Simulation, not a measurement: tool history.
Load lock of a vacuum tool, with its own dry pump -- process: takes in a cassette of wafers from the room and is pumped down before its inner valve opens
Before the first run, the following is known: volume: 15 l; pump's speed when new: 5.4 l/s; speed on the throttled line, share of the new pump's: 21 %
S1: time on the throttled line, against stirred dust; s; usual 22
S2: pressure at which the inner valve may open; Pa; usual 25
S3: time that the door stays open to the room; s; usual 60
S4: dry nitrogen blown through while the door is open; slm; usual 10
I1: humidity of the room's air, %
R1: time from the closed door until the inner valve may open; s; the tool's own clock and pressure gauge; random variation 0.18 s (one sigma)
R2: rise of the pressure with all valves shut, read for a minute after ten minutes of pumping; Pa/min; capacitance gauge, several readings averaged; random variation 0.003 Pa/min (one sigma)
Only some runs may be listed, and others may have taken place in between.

{"run": 1, "hour": 0.0, "S1": 22, "S2": 25, "S3": 60, "S4": 10, "I1": 46.9, "R1": 40.2, "R2": 0.065}
{"run": 2, "hour": 86.8, "S1": 22, "S2": 25, "S3": 60, "S4": 10, "I1": 44.8, "R1": 40.5, "R2": 0.061}
{"run": 3, "hour": 159.2, "S1": 22, "S2": 25, "S3": 60, "S4": 10, "I1": 43.4, "R1": 40.5, "R2": 0.064}
{"run": 4, "hour": 239.6, "S1": 22, "S2": 25, "S3": 60, "S4": 6, "I1": 44.5, "R1": 40.1, "R2": 0.071}
{"run": 5, "hour": 306.0, "S1": 22, "S2": 41, "S3": 60, "S4": 6, "I1": 46.6, "R1": 39, "R2": 0.071}
{"run": 6, "hour": 386.0, "S1": 22, "S2": 25, "S3": 60, "S4": 10, "I1": 44.9, "R1": 40.5, "R2": 0.062}
{"run": 7, "hour": 479.6, "S1": 22, "S2": 25, "S3": 60, "S4": 10, "I1": 43.8, "R1": 40.6, "R2": 0.068}
{"run": 8, "hour": 523.7, "S1": 22, "S2": 25, "S3": 60, "S4": 10, "I1": 45.5, "R1": 40.2, "R2": 0.067}
{"run": 9, "hour": 581.3, "S1": 22, "S2": 25, "S3": 60, "S4": 10, "I1": 46.6, "R1": 40.2, "R2": 0.073}
{"run": 10, "hour": 630.9, "S1": 22, "S2": 25, "S3": 60, "S4": 10, "I1": 46.8, "R1": 40.3, "R2": 0.076}
{"run": 11, "hour": 689.2, "S1": 22, "S2": 25, "S3": 60, "S4": 10, "I1": 46.2, "R1": 40.5, "R2": 0.068}
{"run": 12, "hour": 757.3, "S1": 22, "S2": 25, "S3": 60, "S4": 10, "I1": 46.2, "R1": 40.4, "R2": 0.073}
{"run": 13, "hour": 820.7, "S1": 22, "S2": 25, "S3": 60, "S4": 10, "I1": 44, "R1": 40.8, "R2": 0.068}
{"run": 14, "hour": 905.2, "S1": 22, "S2": 25, "S3": 60, "S4": 10, "I1": 42.8, "R1": 40.6, "R2": 0.075}
{"run": 15, "hour": 979.9, "S1": 22, "S2": 25, "S3": 60, "S4": 10, "I1": 44.7, "R1": 40.2, "R2": 0.082}
{"run": 16, "hour": 1043.8, "S1": 22, "S2": 25, "S3": 60, "S4": 10, "I1": 43.5, "R1": 40.4, "R2": 0.073}
{"run": 17, "hour": 1141.3, "S1": 22, "S2": 25, "S3": 60, "S4": 10, "I1": 43, "R1": 40.4, "R2": 0.077}
{"run": 18, "hour": 1221.0, "S1": 22, "S2": 25, "S3": 60, "S4": 10, "I1": 44.8, "R1": 40.5, "R2": 0.08}
{"run": 19, "hour": 1300.5, "S1": 22, "S2": 28, "S3": 60, "S4": 10, "I1": 46.1, "R1": 40.2, "R2": 0.083}
{"run": 20, "hour": 1382.4, "S1": 35, "S2": 34, "S3": 60, "S4": 24, "I1": 43.9, "R1": 49.6, "R2": 0.073}
{"run": 21, "hour": 1439.2, "S1": 35, "S2": 34, "S3": 67, "S4": 24, "I1": 46.6, "R1": 50.1, "R2": 0.079}
{"run": 22, "hour": 1486.2, "S1": 21, "S2": 49, "S3": 111, "S4": 25, "I1": 47.3, "R1": 37.9, "R2": 0.09}
{"run": 23, "hour": 1555.7, "S1": 21, "S2": 49, "S3": 111, "S4": 25, "I1": 44.9, "R1": 38, "R2": 0.083}
{"run": 24, "hour": 1631.8, "S1": 21, "S2": 49, "S3": 62, "S4": 25, "I1": 48, "R1": 38, "R2": 0.087}
{"run": 25, "hour": 1679.9, "S1": 21, "S2": 49, "S3": 72, "S4": 8, "I1": 44.4, "R1": 37.9, "R2": 0.091}
{"run": 26, "hour": 1770.8, "S1": 21, "S2": 49, "S3": 72, "S4": 8, "I1": 43.3, "R1": 37.6, "R2": 0.095}
{"run": 27, "hour": 1831.0, "S1": 21, "S2": 49, "S3": 72, "S4": 8, "I1": 47.4, "R1": 37.9, "R2": 0.1}
{"run": 28, "hour": 1915.0, "S1": 42, "S2": 24, "S3": 104, "S4": 23, "I1": 46.5, "R1": 56.5, "R2": 0.097}
{"run": 29, "hour": 1999.8, "S1": 42, "S2": 24, "S3": 104, "S4": 23, "I1": 46.5, "R1": 56.3, "R2": 0.092}
{"run": 30, "hour": 2090.6, "S1": 42, "S2": 24, "S3": 104, "S4": 23, "I1": 47.2, "R1": 56.6, "R2": 0.098}
{"run": 31, "hour": 2141.8, "S1": 40, "S2": 33, "S3": 74, "S4": 7, "I1": 46.7, "R1": 53.8, "R2": 0.106}
{"run": 32, "hour": 2211.1, "S1": 12, "S2": 48, "S3": 60, "S4": 10, "I1": 44.1, "R1": 30.9, "R2": 0.098}
{"run": 33, "hour": 2306.9, "S1": 22, "S2": 20, "S3": 35, "S4": 10, "I1": 44.9, "R1": 41.1, "R2": 0.088}
{"run": 34, "hour": 2405.4, "S1": 22, "S2": 25, "S3": 60, "S4": 13, "I1": 45.1, "R1": 40.7, "R2": 0.102}
{"run": 35, "hour": 2466.0, "S1": 22, "S2": 25, "S3": 60, "S4": 13, "I1": 42.8, "R1": 40.5, "R2": 0.099}
{"run": 36, "hour": 2544.9, "S1": 16, "S2": 35, "S3": 177, "S4": 7, "I1": 44.4, "R1": 35, "R2": 0.139}
{"run": 37, "hour": 2630.0, "S1": 20, "S2": 24, "S3": 208, "S4": 6, "I1": 46.8, "R1": 39.4, "R2": 0.156}

What would each run have given without the hidden state, its run-to-run variation left as it was?
Hidden state at play: pump's speed, % of a new pump's; leak at the door's seal, Pa l/s; drift of the gauge itself on ready_s, %; drift of the gauge itself on rise_pa_min, %.
run=1 R1=40.2 R2=0.053
run=2 R1=40.4 R2=0.048
run=3 R1=40.4 R2=0.051
run=4 R1=40 R2=0.056
run=5 R1=38.9 R2=0.055
run=6 R1=40.4 R2=0.045
run=7 R1=40.4 R2=0.049
run=8 R1=40 R2=0.048
run=9 R1=40 R2=0.053
run=10 R1=40.2 R2=0.055
run=11 R1=40.4 R2=0.047
run=12 R1=40.2 R2=0.051
run=13 R1=40.6 R2=0.045
run=14 R1=40.4 R2=0.051
run=15 R1=40.1 R2=0.056
run=16 R1=40.2 R2=0.046
run=17 R1=40.3 R2=0.049
run=18 R1=40.3 R2=0.051
run=19 R1=40 R2=0.053
run=20 R1=49.5 R2=0.042
run=21 R1=49.9 R2=0.046
run=22 R1=37.7 R2=0.056
run=23 R1=37.8 R2=0.048
run=24 R1=37.7 R2=0.051
run=25 R1=37.7 R2=0.054
run=26 R1=37.3 R2=0.056
run=27 R1=37.7 R2=0.06
run=28 R1=56.2 R2=0.056
run=29 R1=56.1 R2=0.05
run=30 R1=56.4 R2=0.053
run=31 R1=53.6 R2=0.061
run=32 R1=30.6 R2=0.053
run=33 R1=40.7 R2=0.039
run=34 R1=40.4 R2=0.053
run=35 R1=40.2 R2=0.048
run=36 R1=34.7 R2=0.086
run=37 R1=39.1 R2=0.101
